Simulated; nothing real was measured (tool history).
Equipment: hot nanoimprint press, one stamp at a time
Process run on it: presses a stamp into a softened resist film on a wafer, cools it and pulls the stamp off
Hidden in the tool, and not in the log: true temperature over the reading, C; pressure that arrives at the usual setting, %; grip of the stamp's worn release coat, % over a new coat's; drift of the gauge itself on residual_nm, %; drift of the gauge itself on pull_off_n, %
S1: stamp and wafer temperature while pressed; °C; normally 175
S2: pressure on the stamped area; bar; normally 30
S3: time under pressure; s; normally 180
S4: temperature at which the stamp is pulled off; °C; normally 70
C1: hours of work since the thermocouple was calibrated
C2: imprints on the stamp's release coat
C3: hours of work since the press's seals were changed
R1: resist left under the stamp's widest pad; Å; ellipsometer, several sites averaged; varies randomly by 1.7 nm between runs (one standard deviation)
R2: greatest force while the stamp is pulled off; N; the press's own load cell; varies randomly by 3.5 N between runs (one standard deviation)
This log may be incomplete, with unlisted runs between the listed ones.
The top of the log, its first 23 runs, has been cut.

run,hour,S1,S2,S3,S4,C1,C2,C3,R1,R2
24,294.7,179,30,180,65,305,485,237,2463,184
25,302.5,179,19.4,180,62,310,518,242,3113,194
26,318.9,170,19.4,165,72,320,586,252,4174,165
27,328.6,170,19.4,165,72,326,627,258,4190,163
28,340.8,170,19.4,165,72,333,678,265,4191,161
29,353.9,168,30,180,70,341,732,273,3540,172
30,362.3,175,25.7,180,76,346,767,278,3020,154
31,371.2,175,25.7,180,76,351,804,283,3022,153

Consider 3 possible next runs. They are alternatives, not a sequence: every one starts from the tool as it was left by run 31. What does each give?
A,378.3,175,25.7,345,76,356,834,287,?,?
B,378.3,177,25.7,213,55,356,834,287,?,?
C,378.3,175,30,180,76,356,834,287,?,?

run,R1,R2
A,2388,153
B,2680,213
C,2830,155
The same runs, with their run-to-run variation unchanged, on a tool lacking any hidden condition would have given:
run,R1,R2
A,2386,153
B,2678,212
C,2828,154
